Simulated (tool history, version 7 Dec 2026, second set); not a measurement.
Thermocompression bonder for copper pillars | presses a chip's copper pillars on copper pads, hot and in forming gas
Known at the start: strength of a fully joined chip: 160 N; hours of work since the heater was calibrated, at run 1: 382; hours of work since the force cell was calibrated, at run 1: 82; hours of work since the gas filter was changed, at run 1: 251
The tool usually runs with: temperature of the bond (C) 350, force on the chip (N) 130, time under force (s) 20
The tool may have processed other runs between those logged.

run,hour,temperature of the bond (C),force on the chip (N),time under force (s),hours of work since the heater was calibrated,hours of work since the force cell was calibrated,hours of work since the gas filter was changed,force that shears a chip off (N)
1,0,350,130,20,382,82,251,88.2
2,6.5,350,113,20,386,85,254,79.5
3,12,350,113,20,388,88,257,79.9
4,17.2,350,130,21,391,91,260,89.7
5,24.4,350,130,20,395,95,264,89.5
6,30.1,350,130,20,398,97,267,87.9
7,35.1,350,130,20,401,100,269,87.4
8,43.7,350,130,20,405,105,274,90.5
9,48.2,352,130,20,407,107,276,89.7
10,56.2,322,130,31,411,111,280,80.4
11,59.9,322,130,31,413,113,282,79.5
12,66.5,322,184,31,417,116,286,103.7
13,73.8,378,130,16,421,120,289,100.6
14,78.1,368,130,43,423,122,292,118.8
15,83.2,368,130,43,425,125,294,118.7
16,87.8,368,130,43,428,127,297,118.4
17,92,359,80,29,430,130,299,69.6

A few steps of force that shears a chip off (N) between consecutive runs. Split each: what settings, incoming material and random variation would produce without the hidden state, and what is left over for the hidden state, along with gauge scatter present in only one of the two compared results (measured, and without hidden state):
What the log doesn't record here: true temperature of the bond over the reading, C; force that reaches the chip, % of what is set; oxide that the forming gas leaves, % of the face; drift of the gauge itself on shear_n, %.
Run 16 -> 17: temperature of the bond (C) 368 -> 359, force on the chip (N) 130 -> 80, time under force (s) 43 -> 29. force that shears a chip off (N) -48.8: hidden state +3.4, all else -52.2.

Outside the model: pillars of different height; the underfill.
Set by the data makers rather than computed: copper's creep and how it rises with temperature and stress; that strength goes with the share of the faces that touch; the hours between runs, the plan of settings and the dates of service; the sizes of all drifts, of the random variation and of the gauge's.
